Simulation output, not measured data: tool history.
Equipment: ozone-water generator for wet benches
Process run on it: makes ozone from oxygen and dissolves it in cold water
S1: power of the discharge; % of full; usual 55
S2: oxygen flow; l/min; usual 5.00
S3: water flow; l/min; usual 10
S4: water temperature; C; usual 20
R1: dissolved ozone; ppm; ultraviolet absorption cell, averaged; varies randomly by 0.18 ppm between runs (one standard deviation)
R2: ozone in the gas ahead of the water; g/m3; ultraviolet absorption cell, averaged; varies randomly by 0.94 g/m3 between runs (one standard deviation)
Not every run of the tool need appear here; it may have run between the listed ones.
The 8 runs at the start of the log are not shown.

Run 9, hour 837.8: usual settings. Result: R1 24.3 ppm, R2 160.3 g/m3.
Run 10, hour 981.8: usual settings. Result: R1 24.2 ppm, R2 158.4 g/m3.
Run 11, hour 1084.8: usual settings. Result: R1 24.4 ppm, R2 158.6 g/m3.
Run 12, hour 1227.0: usual settings. Result: R1 24.3 ppm, R2 159.9 g/m3.
Run 13, hour 1362.0: usual settings. Result: R1 24.3 ppm, R2 159.4 g/m3.
Run 14, hour 1481.0: usual settings. Result: R1 24.3 ppm, R2 158.3 g/m3.
Run 15, hour 1567.0: usual settings but S4 27 C. Result: R1 20.8 ppm, R2 159.9 g/m3.
Run 16, hour 1696.2: usual settings but S3 8 l/min. Result: R1 27.3 ppm, R2 157.2 g/m3.
Run 17, hour 1823.1: usual settings but S3 8 l/min, S4 19 C. Result: R1 28.4 ppm, R2 156.6 g/m3.
Run 18, hour 1933.8: usual settings but S1 93 % of full, S3 9 l/min, S4 16 C. Result: R1 40.1 ppm, R2 228.2 g/m3.
Run 19, hour 2062.2: usual settings but S1 92 % of full, S2 5.09 l/min, S3 15 l/min, S4 25 C. Result: R1 23.7 ppm, R2 227.0 g/m3.
Run 20, hour 2136.2: usual settings but S1 92 % of full, S2 5.09 l/min, S3 15 l/min, S4 25 C. Result: R1 23.9 ppm, R2 225.2 g/m3.
Run 21, hour 2222.7: usual settings but S1 78 % of full, S3 8 l/min, S4 13 C. Result: R1 40.4 ppm, R2 205.0 g/m3.
Run 22, hour 2341.3: usual settings but S1 78 % of full, S3 8 l/min, S4 13 C. Result: R1 40.8 ppm, R2 202.8 g/m3.
Run 23, hour 2450.2: usual settings but S1 40 % of full, S2 4.63 l/min, S3 6 l/min, S4 15 C. Result: R1 28.4 ppm, R2 131.5 g/m3.
Run 24, hour 2574.1: usual settings but S1 40 % of full, S2 4.63 l/min, S3 6 l/min, S4 15 C. Result: R1 28.7 ppm, R2 131.5 g/m3.
Run 25, hour 2687.3: usual settings but S1 40 % of full, S2 4.63 l/min, S3 6 l/min, S4 15 C. Result: R1 28.7 ppm, R2 131.1 g/m3.
Run 26, hour 2816.5: usual settings but S1 40 % of full, S2 2.95 l/min, S4 15 C. Result: R1 20.4 ppm, R2 155.8 g/m3.
Run 27, hour 2966.3: usual settings but S3 7 l/min. Result: R1 29.7 ppm, R2 159.2 g/m3.
At hour 3062.6: contactor cleaned.
Run 28, hour 3097.9: usual settings but S3 7 l/min. Result: R1 29.6 ppm, R2 159.5 g/m3.
Run 29, hour 3188.2: usual settings but S1 53 % of full, S3 7 l/min, S4 14 C. Result: R1 33.0 ppm, R2 154.1 g/m3.
Run 30, hour 3311.7: usual settings but S3 6 l/min, S4 13 C. Result: R1 37.2 ppm, R2 157.2 g/m3.
Run 31, hour 3457.4: usual settings but S1 89 % of full, S3 8 l/min, S4 13 C. Result: R1 44.4 ppm, R2 223.5 g/m3.

Forecast each of these 4 alternatives for the next run:
Run A, hour 3529.7: usual settings but S1 94 % of full, S2 4.78 l/min, S4 16 C. Result: R1 ?, R2 ?.
Run B, hour 3529.7: usual settings but S1 66 % of full. Result: R1 ?, R2 ?.
Run C, hour 3529.7: usual settings but S1 63 % of full, S2 6.21 l/min, S3 8 l/min. Result: R1 ?, R2 ?.
Run D, hour 3529.7: usual settings but S1 60 % of full, S3 12 l/min, S4 15 C. Result: R1 ?, R2 ?.

run    R1     R2
  A  37.8  233.6
  B  27.6  180.1
  C  29.7  159.8
  D  24.7  168.7
What these runs would have given with no unlogged condition in the tool:
run    R1     R2
  A  37.9  234.3
  B  27.7  180.6
  C  29.8  160.1
  D  24.8  169.1

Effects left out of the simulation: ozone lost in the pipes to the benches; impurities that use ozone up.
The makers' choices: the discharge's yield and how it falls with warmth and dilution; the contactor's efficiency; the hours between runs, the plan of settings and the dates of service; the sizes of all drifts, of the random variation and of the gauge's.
